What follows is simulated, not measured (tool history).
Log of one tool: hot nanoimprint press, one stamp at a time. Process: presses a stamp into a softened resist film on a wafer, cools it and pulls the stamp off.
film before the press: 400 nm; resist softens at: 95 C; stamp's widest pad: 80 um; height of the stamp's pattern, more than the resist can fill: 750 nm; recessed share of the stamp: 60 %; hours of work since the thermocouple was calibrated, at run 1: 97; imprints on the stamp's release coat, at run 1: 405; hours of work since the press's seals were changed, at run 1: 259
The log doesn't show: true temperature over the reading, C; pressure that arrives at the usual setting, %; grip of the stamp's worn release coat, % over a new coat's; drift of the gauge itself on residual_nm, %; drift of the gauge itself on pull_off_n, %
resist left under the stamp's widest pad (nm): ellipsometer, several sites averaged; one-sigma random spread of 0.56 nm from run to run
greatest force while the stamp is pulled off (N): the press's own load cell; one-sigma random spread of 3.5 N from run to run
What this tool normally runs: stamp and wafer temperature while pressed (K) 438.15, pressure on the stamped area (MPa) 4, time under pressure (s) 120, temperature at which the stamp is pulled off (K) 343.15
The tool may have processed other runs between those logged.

run	hour	stamp and wafer temperature while pressed (K)	pressure on the stamped area (MPa)	time under pressure (s)	temperature at which the stamp is pulled off (K)	hours of work since the thermocouple was calibrated	imprints on the stamp's release coat	hours of work since the press's seals were changed	resist left under the stamp's widest pad (nm)	greatest force while the stamp is pulled off (N)
1	0	438.15	4	120	343.15	97	405	259	213.5	165
2	23.7	438.15	4	120	343.15	113	470	275	212.5	171
3	47.3	438.15	4	120	343.15	128	535	290	213.3	166
4	65.2	438.15	4	120	343.15	140	584	302	211.8	171
5	78.8	438.15	4	125	343.15	149	622	311	209.9	172
6	97.9	438.15	4	125	343.15	161	674	323	209.8	169
7	118.2	438.15	4.43	120	343.15	175	729	337	204.8	167
8	139.3	438.15	4	120	336.15	189	788	351	211.9	172
9	151.5	426.15	4	120	343.15	197	821	359	327.5	170
10	165.1	426.15	4	120	343.15	205	858	367	328	167
11	188.8	426.15	5.82	120	344.15	221	923	383	305	171
12	212.5	426.15	5.82	97	334.15	237	988	399	318	179
13	227.1	435.15	6.38	167	342.15	246	1028	408	180.5	170
14	238	438.15	4	107	343.15	253	1058	415	219.5	170
# hour 252.3: plate thermocouple calibrated
15	256.2	438.15	4	107	343.15	3	1100	425	221.2	173
16	270.2	438.15	4	107	343.15	12	1138	435	220.7	174
17	283.3	438.15	4	107	343.15	20	1174	443	220.6	167

What if the next run were any one of these 5? Each begins from the tool's condition after run 17:
A	302.7	427.15	4	162	343.15	33	1227	456	?	?
B	302.7	436.15	4.23	120	343.15	33	1227	456	?	?
C	302.7	448.15	4	118	343.15	33	1227	456	?	?
D	302.7	450.15	2.67	107	333.15	33	1227	456	?	?
E	302.7	438.15	2.45	154	336.15	33	1227	456	?	?

run	resist left under the stamp's widest pad (nm)	greatest force while the stamp is pulled off (N)
A	300.4	168
B	227.4	176
C	133.5	170
D	152.4	177
E	231.6	181
Without the tool's hidden state the same runs would have given:
run	resist left under the stamp's widest pad (nm)	greatest force while the stamp is pulled off (N)
A	302	166
B	228.7	174
C	134.2	168
D	153.2	175
E	232.9	179
